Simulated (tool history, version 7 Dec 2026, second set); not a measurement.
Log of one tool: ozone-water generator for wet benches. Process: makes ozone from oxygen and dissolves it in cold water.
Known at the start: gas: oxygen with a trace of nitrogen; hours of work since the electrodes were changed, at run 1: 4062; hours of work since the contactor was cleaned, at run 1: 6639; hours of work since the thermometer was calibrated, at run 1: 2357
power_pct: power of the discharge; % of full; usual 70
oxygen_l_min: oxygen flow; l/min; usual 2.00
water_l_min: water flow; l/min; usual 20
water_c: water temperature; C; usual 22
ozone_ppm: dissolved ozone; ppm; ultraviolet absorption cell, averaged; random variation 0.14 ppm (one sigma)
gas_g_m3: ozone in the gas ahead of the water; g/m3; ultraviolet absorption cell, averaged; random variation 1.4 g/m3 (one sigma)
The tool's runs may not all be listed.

run	day	power_pct	oxygen_l_min	water_l_min	water_c	hours of work since the electrodes were changed	hours of work since the contactor was cleaned	hours of work since the thermometer was calibrated	ozone_ppm	gas_g_m3
1	0.000	70	2.00	20	22	4062	6639	2357	15.7	260.9
2	6.712	70	2.00	20	22	4190	6767	2486	15.6	263.5
3	13.058	65	2.00	20	22	4312	6889	2607	14.5	247.3
4	16.875	70	2.00	20	22	4385	6962	2680	15.5	264.2
5	19.883	78	2.00	20	22	4443	7020	2738	17.1	285.8
6	26.100	78	2.00	16	22	4562	7139	2857	21.1	287.6
7	33.004	78	2.00	16	22	4694	7271	2990	21.0	288.9
8	38.833	70	2.00	20	16	4806	7383	3101	16.3	265.2
9	45.017	70	2.00	20	16	4925	7501	3220	16.1	261.6
10	51.412	70	2.00	20	22	5047	7624	3342	15.4	263.7
11	57.058	70	2.00	20	22	5155	7732	3451	15.4	266.5
12	63.012	70	2.00	20	25	5269	7846	3565	15.2	264.9
13	68.604	70	2.00	30	22	5377	7953	3672	10.5	263.9
14	73.221	70	2.00	30	22	5465	8042	3760	10.5	268.4
15	77.908	70	2.00	20	22	5555	8132	3850	15.6	266.3
16	81.912	70	2.00	20	22	5632	8209	3927	15.8	265.8
17	84.862	70	2.00	20	22	5688	8265	3984	15.6	265.2
18	91.183	41	1.96	28	22	5809	8386	4105	7.3	177.5
19	94.483	56	2.09	18	24	5873	8449	4168	14.2	218.3
# day 97.608: water thermometer calibrated
20	99.254	70	1.30	28	15	5964	8541	32	10.6	353.8
# day 102.821: contactor cleaned
21	106.158	70	1.00	30	22	6093	64	161	9.1	418.2
22	110.450	70	1.00	30	22	6175	146	243	9.1	423.9
23	117.079	70	1.00	30	22	6302	273	370	8.9	422.1
24	120.688	70	1.78	21	22	6371	342	439	14.6	289.2
25	125.792	42	1.47	20	27	6469	440	537	9.8	218.8
26	131.388	70	2.57	13	17	6576	547	644	24.3	227.4
27	135.046	46	2.57	13	17	6647	618	714	17.0	162.5
28	138.612	70	1.70	20	17	6715	686	783	15.6	301.8
29	141.667	50	1.35	21	20	6773	745	841	10.8	266.7
# day 144.762: gauge calibrated
30	148.838	50	1.35	21	20	6911	882	979	10.9	260.4
31	152.554	99	3.59	22	28	6982	953	1050	17.7	235.1
32	156.838	99	3.59	22	18	7064	1035	1132	20.0	236.7
33	161.171	87	3.43	20	18	7147	1118	1215	19.6	219.3

Forecast each of these 3 alternatives for the next run:
A	164.612	85	2.17	12	18	7213	1184	1281	?	?
B	164.612	70	2.00	13	29	7213	1184	1281	?	?
C	164.612	70	2.00	13	22	7213	1184	1281	?	?

run	ozone_ppm	gas_g_m3
A	29.5	291.2
B	21.0	262.3
C	22.6	261.7
Without the tool's hidden state the same runs would have given:
run	ozone_ppm	gas_g_m3
A	29.6	290.9
B	21.1	262.0
C	22.7	261.3
